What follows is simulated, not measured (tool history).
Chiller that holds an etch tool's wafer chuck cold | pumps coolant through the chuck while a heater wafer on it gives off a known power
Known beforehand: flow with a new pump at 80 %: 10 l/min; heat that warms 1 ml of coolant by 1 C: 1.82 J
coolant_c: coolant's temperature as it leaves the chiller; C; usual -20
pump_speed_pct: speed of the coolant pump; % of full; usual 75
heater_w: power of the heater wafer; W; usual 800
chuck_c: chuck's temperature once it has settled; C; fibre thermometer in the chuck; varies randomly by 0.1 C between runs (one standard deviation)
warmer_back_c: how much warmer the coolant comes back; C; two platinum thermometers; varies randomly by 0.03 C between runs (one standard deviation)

{"run": 1, "day": 0.0, "coolant_c": -20, "pump_speed_pct": 75, "heater_w": 800, "chuck_c": -13.5, "warmer_back_c": 2.83}
{"run": 2, "day": 4.904, "coolant_c": -20, "pump_speed_pct": 75, "heater_w": 800, "chuck_c": -13.5, "warmer_back_c": 2.89}
{"run": 3, "day": 10.171, "coolant_c": -20, "pump_speed_pct": 75, "heater_w": 998, "chuck_c": -11.8, "warmer_back_c": 3.55}
{"run": 4, "day": 13.967, "coolant_c": -20, "pump_speed_pct": 75, "heater_w": 998, "chuck_c": -12, "warmer_back_c": 3.58}
{"run": 5, "day": 19.375, "coolant_c": -20, "pump_speed_pct": 75, "heater_w": 998, "chuck_c": -11.9, "warmer_back_c": 3.63}
{"run": 6, "day": 25.004, "coolant_c": -20, "pump_speed_pct": 75, "heater_w": 800, "chuck_c": -13.4, "warmer_back_c": 2.91}
{"run": 7, "day": 30.238, "coolant_c": -20, "pump_speed_pct": 75, "heater_w": 800, "chuck_c": -13.3, "warmer_back_c": 2.92}
{"run": 8, "day": 34.021, "coolant_c": -20, "pump_speed_pct": 75, "heater_w": 800, "chuck_c": -13.4, "warmer_back_c": 2.91}
{"run": 9, "day": 36.854, "coolant_c": -20, "pump_speed_pct": 75, "heater_w": 800, "chuck_c": -13.3, "warmer_back_c": 2.89}
{"run": 10, "day": 42.579, "coolant_c": -20, "pump_speed_pct": 75, "heater_w": 800, "chuck_c": -13.3, "warmer_back_c": 2.87}
{"run": 11, "day": 47.508, "coolant_c": -20, "pump_speed_pct": 75, "heater_w": 800, "chuck_c": -13.3, "warmer_back_c": 2.91}
{"run": 12, "day": 52.833, "coolant_c": -29, "pump_speed_pct": 80, "heater_w": 516, "chuck_c": -24.7, "warmer_back_c": 1.82}
{"run": 13, "day": 57.817, "coolant_c": -29, "pump_speed_pct": 80, "heater_w": 516, "chuck_c": -24.7, "warmer_back_c": 1.78}
{"run": 14, "day": 63.854, "coolant_c": -13, "pump_speed_pct": 82, "heater_w": 1063, "chuck_c": -4.4, "warmer_back_c": 3.66}
{"run": 15, "day": 70.3, "coolant_c": -26, "pump_speed_pct": 85, "heater_w": 893, "chuck_c": -18.8, "warmer_back_c": 2.91}
{"run": 16, "day": 75.696, "coolant_c": -26, "pump_speed_pct": 85, "heater_w": 893, "chuck_c": -18.9, "warmer_back_c": 2.94}
{"run": 17, "day": 81.942, "coolant_c": -29, "pump_speed_pct": 87, "heater_w": 800, "chuck_c": -22.5, "warmer_back_c": 2.59}
{"run": 18, "day": 88.675, "coolant_c": -14, "pump_speed_pct": 85, "heater_w": 586, "chuck_c": -9.1, "warmer_back_c": 1.96}
{"day": 91.546, "done": "chiller's thermometer calibrated"}
{"run": 19, "day": 92.233, "coolant_c": -14, "pump_speed_pct": 85, "heater_w": 586, "chuck_c": -9.2, "warmer_back_c": 1.93}
{"run": 20, "day": 97.312, "coolant_c": -12, "pump_speed_pct": 69, "heater_w": 848, "chuck_c": -4.4, "warmer_back_c": 3.39}
{"run": 21, "day": 101.3, "coolant_c": -12, "pump_speed_pct": 91, "heater_w": 1056, "chuck_c": -4, "warmer_back_c": 3.3}

Alternative continuations, all from the tool just after run 21; predict every row:
{"run": "A", "day": 106.725, "coolant_c": -11, "pump_speed_pct": 80, "heater_w": 799, "chuck_c": "?", "warmer_back_c": "?"}
{"run": "B", "day": 106.725, "coolant_c": -12, "pump_speed_pct": 91, "heater_w": 567, "chuck_c": "?", "warmer_back_c": "?"}
{"run": "C", "day": 106.725, "coolant_c": -15, "pump_speed_pct": 86, "heater_w": 1056, "chuck_c": "?", "warmer_back_c": "?"}
{"run": "D", "day": 106.725, "coolant_c": -11, "pump_speed_pct": 66, "heater_w": 871, "chuck_c": "?", "warmer_back_c": "?"}

run=A chuck_c=-4.6 warmer_back_c=2.78
run=B chuck_c=-7.6 warmer_back_c=1.71
run=C chuck_c=-6.8 warmer_back_c=3.46
run=D chuck_c=-2.7 warmer_back_c=3.72
Had the tool no hidden state, the same runs would have come out as:
run=A chuck_c=-5.3 warmer_back_c=2.62
run=B chuck_c=-8.1 warmer_back_c=1.61
run=C chuck_c=-7.6 warmer_back_c=3.26
run=D chuck_c=-3.5 warmer_back_c=3.51

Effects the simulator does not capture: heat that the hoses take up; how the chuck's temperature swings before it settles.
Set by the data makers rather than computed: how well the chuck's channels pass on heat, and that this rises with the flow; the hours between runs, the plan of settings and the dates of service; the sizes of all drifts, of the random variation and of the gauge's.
